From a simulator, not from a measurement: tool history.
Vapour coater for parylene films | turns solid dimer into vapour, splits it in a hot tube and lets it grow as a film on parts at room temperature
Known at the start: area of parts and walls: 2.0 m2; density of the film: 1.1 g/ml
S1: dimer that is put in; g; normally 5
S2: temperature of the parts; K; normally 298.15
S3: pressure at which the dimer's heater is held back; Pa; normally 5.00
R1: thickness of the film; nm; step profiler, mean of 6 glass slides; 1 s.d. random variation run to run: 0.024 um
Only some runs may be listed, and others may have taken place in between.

Run 1, hour 0.0: usual settings. Result: R1 1520 nm.
Run 2, hour 22.2: usual settings but S2 297.15 K. Result: R1 1540 nm.
Run 3, hour 56.4: usual settings but S2 297.15 K. Result: R1 1570 nm.
Run 4, hour 80.7: usual settings but S3 5.88 Pa. Result: R1 1460 nm.
Run 5, hour 128.7: usual settings but S3 5.88 Pa. Result: R1 1450 nm.
Run 6, hour 159.4: usual settings but S3 5.88 Pa. Result: R1 1450 nm.
Run 7, hour 188.1: usual settings but S2 300.15 K. Result: R1 1420 nm.
Run 8, hour 219.7: usual settings but S2 300.15 K. Result: R1 1360 nm.
Run 9, hour 266.9: usual settings but S3 5.63 Pa. Result: R1 1450 nm.
Run 10, hour 314.2: usual settings but S2 295.15 K, S3 5.63 Pa. Result: R1 1640 nm.
Run 11, hour 336.0: usual settings but S1 3 g, S2 290.15 K, S3 5.80 Pa. Result: R1 1140 nm.
Run 12, hour 370.3: usual settings but S1 3 g, S2 290.15 K, S3 5.80 Pa. Result: R1 1110 nm.
Run 13, hour 397.7: usual settings but S1 4 g, S2 294.15 K, S3 3.95 Pa. Result: R1 1400 nm.
At hour 414.8: trap's valve overhauled.
Run 14, hour 438.1: usual settings but S1 2 g, S2 299.15 K, S3 3.69 Pa. Result: R1 630 nm.
Run 15, hour 474.9: usual settings but S2 292.15 K, S3 7.15 Pa. Result: R1 1870 nm.
Run 16, hour 518.2: usual settings but S2 297.15 K, S3 2.47 Pa. Result: R1 1830 nm.
Run 17, hour 553.6: usual settings. Result: R1 1590 nm.
Run 18, hour 600.3: usual settings but S1 4 g, S2 291.15 K, S3 2.79 Pa. Result: R1 1780 nm.
Run 19, hour 636.0: usual settings but S1 6 g. Result: R1 1860 nm.

Branching from run 19: 3 alternative next runs. What would each branch give?
Run A, hour 667.3: usual settings but S1 6 g, S2 295.15 K, S3 3.06 Pa. Result: R1 ?.
Run B, hour 667.3: usual settings but S1 8 g, S2 295.15 K. Result: R1 ?.
Run C, hour 667.3: usual settings but S1 6 g, S2 304.15 K, S3 4.36 Pa. Result: R1 ?.

run    R1
  A  2300
  B  2760
  C  1530
The same runs, with their run-to-run variation unchanged, on a tool lacking any hidden condition would have given:
run    R1
  A  2360
  B  2850
  C  1580
